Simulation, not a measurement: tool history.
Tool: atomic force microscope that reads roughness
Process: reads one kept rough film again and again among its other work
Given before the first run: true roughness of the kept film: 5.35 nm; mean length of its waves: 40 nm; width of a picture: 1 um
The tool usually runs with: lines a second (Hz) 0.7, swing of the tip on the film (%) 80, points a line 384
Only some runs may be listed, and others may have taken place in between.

run	hour	lines a second (Hz)	swing of the tip on the film (%)	points a line	roughness of the kept film (nm (root mean square))
1	0	0.7	80	384	4.411
2	26.5	0.7	80	269	4.191
3	42.6	2.78	80	269	3.541
4	59.9	0.7	80	384	3.916
5	72.8	0.7	80	384	3.834
6	97.7	0.7	80	384	3.617
7	119.2	0.7	59	384	3.65
# hour 124.4: new tip fitted
8	133.4	0.7	59	384	4.738
9	162.9	0.7	59	384	4.406
10	188.8	0.7	82	384	3.999
11	209.5	0.7	80	384	3.849
12	233.3	0.7	80	437	3.709
13	246.5	0.7	80	349	3.62
14	262.5	0.7	80	349	3.537
# hour 270.2: new tip fitted
15	276.7	0.7	80	349	4.536
# hour 280.3: height scale calibrated on a step standard
16	308.3	0.7	80	349	4.274
17	322.7	0.7	80	349	4.133
18	338.5	3.271	60	309	3.937
19	354.9	3.271	76	367	3.43
20	373.7	0.642	88	486	3.699
# hour 379.8: height scale calibrated on a step standard, once more
21	406.2	0.642	88	486	3.445
# hour 418.7: new tip fitted
22	421.9	0.642	88	486	4.556
23	441.9	1.415	57	486	4.531
24	469.4	1.415	57	486	4.27
25	487.7	1.415	57	486	4.125
26	516.5	1.415	75	517	3.728
27	542.7	3.801	80	464	2.961

Expected results for the next run?
28	557.5	0.608	80	441	?

roughness of the kept film (nm (root mean square)): 3.562
With the hidden condition absent and the run-to-run variation left alone, this run would have shown roughness of the kept film (nm (root mean square)) 4.672.

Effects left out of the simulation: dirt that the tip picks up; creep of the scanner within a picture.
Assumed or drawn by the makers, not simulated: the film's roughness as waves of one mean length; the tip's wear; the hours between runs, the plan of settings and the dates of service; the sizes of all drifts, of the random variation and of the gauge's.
